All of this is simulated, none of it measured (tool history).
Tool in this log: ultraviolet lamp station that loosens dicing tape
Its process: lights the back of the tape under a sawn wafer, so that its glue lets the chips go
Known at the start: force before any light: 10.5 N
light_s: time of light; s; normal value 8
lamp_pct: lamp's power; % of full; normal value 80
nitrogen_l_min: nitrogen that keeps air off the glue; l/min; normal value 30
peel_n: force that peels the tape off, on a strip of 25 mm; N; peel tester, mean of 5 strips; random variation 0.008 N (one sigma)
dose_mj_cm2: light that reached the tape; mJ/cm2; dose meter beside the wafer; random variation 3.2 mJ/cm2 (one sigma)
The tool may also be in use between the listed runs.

{"run": 1, "hour": 0.0, "light_s": 8, "lamp_pct": 80, "nitrogen_l_min": 30, "peel_n": 0.309, "dose_mj_cm2": 510}
{"run": 2, "hour": 13.9, "light_s": 8, "lamp_pct": 80, "nitrogen_l_min": 30, "peel_n": 0.321, "dose_mj_cm2": 512}
{"run": 3, "hour": 41.9, "light_s": 6, "lamp_pct": 80, "nitrogen_l_min": 30, "peel_n": 0.532, "dose_mj_cm2": 383}
{"run": 4, "hour": 63.1, "light_s": 6, "lamp_pct": 80, "nitrogen_l_min": 30, "peel_n": 0.547, "dose_mj_cm2": 384}
{"run": 5, "hour": 75.2, "light_s": 6, "lamp_pct": 80, "nitrogen_l_min": 30, "peel_n": 0.552, "dose_mj_cm2": 386}
{"run": 6, "hour": 94.0, "light_s": 6, "lamp_pct": 80, "nitrogen_l_min": 30, "peel_n": 0.541, "dose_mj_cm2": 385}
{"run": 7, "hour": 106.2, "light_s": 6, "lamp_pct": 80, "nitrogen_l_min": 30, "peel_n": 0.529, "dose_mj_cm2": 386}
{"run": 8, "hour": 127.4, "light_s": 6, "lamp_pct": 80, "nitrogen_l_min": 30, "peel_n": 0.531, "dose_mj_cm2": 380}
{"run": 9, "hour": 152.9, "light_s": 8, "lamp_pct": 80, "nitrogen_l_min": 30, "peel_n": 0.312, "dose_mj_cm2": 508}
{"run": 10, "hour": 164.4, "light_s": 8, "lamp_pct": 80, "nitrogen_l_min": 30, "peel_n": 0.313, "dose_mj_cm2": 513}
{"run": 11, "hour": 181.7, "light_s": 8, "lamp_pct": 80, "nitrogen_l_min": 30, "peel_n": 0.304, "dose_mj_cm2": 507}
{"run": 12, "hour": 209.5, "light_s": 8, "lamp_pct": 80, "nitrogen_l_min": 30, "peel_n": 0.301, "dose_mj_cm2": 509}
{"run": 13, "hour": 235.4, "light_s": 6, "lamp_pct": 80, "nitrogen_l_min": 30, "peel_n": 0.567, "dose_mj_cm2": 380}
{"run": 14, "hour": 252.9, "light_s": 6, "lamp_pct": 80, "nitrogen_l_min": 30, "peel_n": 0.528, "dose_mj_cm2": 382}
{"run": 15, "hour": 278.1, "light_s": 6, "lamp_pct": 84, "nitrogen_l_min": 30, "peel_n": 0.492, "dose_mj_cm2": 401}
{"run": 16, "hour": 295.4, "light_s": 6, "lamp_pct": 84, "nitrogen_l_min": 30, "peel_n": 0.485, "dose_mj_cm2": 400}
{"run": 17, "hour": 308.6, "light_s": 8, "lamp_pct": 80, "nitrogen_l_min": 20, "peel_n": 0.391, "dose_mj_cm2": 510}
{"run": 18, "hour": 322.8, "light_s": 8, "lamp_pct": 80, "nitrogen_l_min": 20, "peel_n": 0.39, "dose_mj_cm2": 508}
{"run": 19, "hour": 347.9, "light_s": 8, "lamp_pct": 80, "nitrogen_l_min": 20, "peel_n": 0.391, "dose_mj_cm2": 512}
{"run": 20, "hour": 360.6, "light_s": 12, "lamp_pct": 80, "nitrogen_l_min": 30, "peel_n": 0.222, "dose_mj_cm2": 760}
{"run": 21, "hour": 375.1, "light_s": 5, "lamp_pct": 94, "nitrogen_l_min": 17, "peel_n": 0.833, "dose_mj_cm2": 374}
{"run": 22, "hour": 388.0, "light_s": 6, "lamp_pct": 80, "nitrogen_l_min": 11, "peel_n": 1.063, "dose_mj_cm2": 383}

Forecast run 23:
{"run": 23, "hour": 408.2, "light_s": 12, "lamp_pct": 63, "nitrogen_l_min": 11, "peel_n": "?", "dose_mj_cm2": "?"}

{"run 23": {"peel_n": 0.414, "dose_mj_cm2": 604}}
Without the tool's hidden state the same run would have given peel_n 0.413 N, dose_mj_cm2 605 mJ/cm2.
